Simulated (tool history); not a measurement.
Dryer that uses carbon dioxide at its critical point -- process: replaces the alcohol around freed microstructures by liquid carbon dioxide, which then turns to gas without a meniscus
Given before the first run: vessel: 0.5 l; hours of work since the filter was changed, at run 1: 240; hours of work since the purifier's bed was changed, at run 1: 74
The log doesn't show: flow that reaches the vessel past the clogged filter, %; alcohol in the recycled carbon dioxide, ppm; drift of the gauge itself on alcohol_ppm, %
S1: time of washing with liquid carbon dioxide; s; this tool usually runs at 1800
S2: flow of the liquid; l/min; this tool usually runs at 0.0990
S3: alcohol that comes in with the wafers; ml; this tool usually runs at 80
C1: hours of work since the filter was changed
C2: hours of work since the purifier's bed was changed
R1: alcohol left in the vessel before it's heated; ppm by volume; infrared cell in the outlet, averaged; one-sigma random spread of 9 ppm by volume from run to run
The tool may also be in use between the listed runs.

run	hour	S1	S2	S3	C1	C2	R1
1	0.0	1800	0.0990	80	240	74	991
2	12.5	1800	0.0990	80	245	79	1030
3	28.1	1800	0.0990	80	251	86	1035
4	42.3	1800	0.0990	80	257	92	1064
5	54.2	1800	0.0990	80	262	96	1068
# hour 63.6: inlet filter changed
6	72.8	1800	0.0932	80	4	103	704
7	80.2	1800	0.0932	80	7	106	696
8	89.0	1800	0.0932	80	10	110	705
9	97.3	1800	0.0932	80	14	113	730
10	105.8	1800	0.0932	80	17	117	717
11	123.0	1800	0.0990	80	24	124	550
12	134.9	1800	0.0990	80	29	129	549
13	151.6	1800	0.0990	80	36	135	557
14	162.1	1800	0.0990	80	40	140	564
15	178.8	1800	0.0990	80	47	146	586
16	190.7	1800	0.0990	80	51	151	590
17	199.7	1800	0.0990	80	55	155	602
18	208.4	1800	0.0990	47	59	158	354
19	225.8	1200	0.1166	76	66	165	1964
20	236.7	1560	0.1285	76	70	170	330
21	247.5	1740	0.0880	43	75	174	727
22	258.8	1320	0.0657	29	79	179	3851
23	271.7	1320	0.0657	29	84	184	3641
24	283.9	2640	0.0657	29	89	189	263
25	296.4	2640	0.0657	29	94	194	270
26	313.9	2640	0.0657	29	101	201	265
27	326.4	1740	0.1629	29	106	206	24
28	334.4	1740	0.1629	29	110	209	29
29	351.7	1620	0.0725	38	117	216	2066
30	362.1	2280	0.0665	46	121	221	852
31	371.7	1200	0.0811	46	125	225	4747
32	383.1	1740	0.0990	80	129	229	868

5 ways to go on from here, each from the tool as it stands after run 32. What would each give?
A	391.1	1260	0.0990	23	133	232	?
B	391.1	2400	0.0990	80	133	232	?
C	391.1	2880	0.1229	101	133	232	?
D	391.1	2040	0.0990	25	133	232	?
E	391.1	1740	0.0990	80	133	232	?

run	R1
A	1070
B	149
C	26
D	125
E	904
Stripped of hidden state, with their random variation kept, the same runs would have yielded:
run	R1
A	804
B	82
C	6
D	70
E	608

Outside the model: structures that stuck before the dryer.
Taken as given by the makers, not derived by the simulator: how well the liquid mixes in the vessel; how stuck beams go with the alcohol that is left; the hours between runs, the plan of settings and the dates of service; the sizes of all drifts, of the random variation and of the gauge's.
